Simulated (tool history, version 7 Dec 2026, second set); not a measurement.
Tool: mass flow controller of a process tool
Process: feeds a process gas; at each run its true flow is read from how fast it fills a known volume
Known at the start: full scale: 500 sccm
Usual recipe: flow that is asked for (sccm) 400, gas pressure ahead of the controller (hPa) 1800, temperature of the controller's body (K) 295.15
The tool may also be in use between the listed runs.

run,hour,flow that is asked for (sccm),gas pressure ahead of the controller (hPa),temperature of the controller's body (K),true flow (%)
1,0.0,400,1800,295.15,99.82
2,96.9,400,1800,295.15,99.93
3,212.8,400,1800,295.15,99.80
4,310.8,400,1800,295.15,99.71
5,421.3,400,1800,295.15,99.51
6,541.3,400,1800,295.15,99.61
7,677.8,400,1800,295.15,99.43
8,820.8,400,1800,295.15,99.41
9,983.5,400,1800,295.15,99.23
10,1165.1,400,1800,300.15,99.36
11,1270.1,400,1800,300.15,99.26
12,1352.7,400,1800,300.15,99.22
13,1447.0,400,1800,300.15,99.13
14,1615.3,400,1800,300.15,99.10
15,1781.5,400,1800,300.15,99.04
16,1877.4,400,1800,300.15,99.01
17,1955.9,400,1800,300.15,98.76
18,2050.1,89,2620,295.15,97.77
19,2211.5,277,2190,294.15,98.19
20,2397.8,57,1900,307.15,98.10
21,2561.1,205,1860,311.15,98.36
22,2691.7,205,1860,311.15,98.41
23,2879.6,85,1800,298.15,97.69
24,2960.0,239,2440,308.15,97.90
25,3128.6,239,2440,308.15,97.82
26,3281.2,348,2390,297.15,97.74
27,3442.2,348,2390,297.15,97.70
28,3549.9,348,2390,297.15,97.57
29,3708.0,238,2050,298.15,97.34
30,3845.6,238,2050,298.15,97.28
31,4035.2,70,2050,298.15,97.04
# hour 4064.5: gauge calibrated
32,4153.4,172,2200,303.15,99.36
33,4231.4,172,2200,303.15,99.34

What if the next run were any one of these 3? Each begins from the tool's condition after run 33:
A,4372.3,275,1790,297.15,?
B,4372.3,400,1840,296.15,?
C,4372.3,110,2320,297.15,?

run,true flow (%)
A,99.61
B,99.66
C,98.96
Stripped of hidden state, with their random variation kept, the same runs would have yielded:
run,true flow (%)
A,99.78
B,99.84
C,99.13
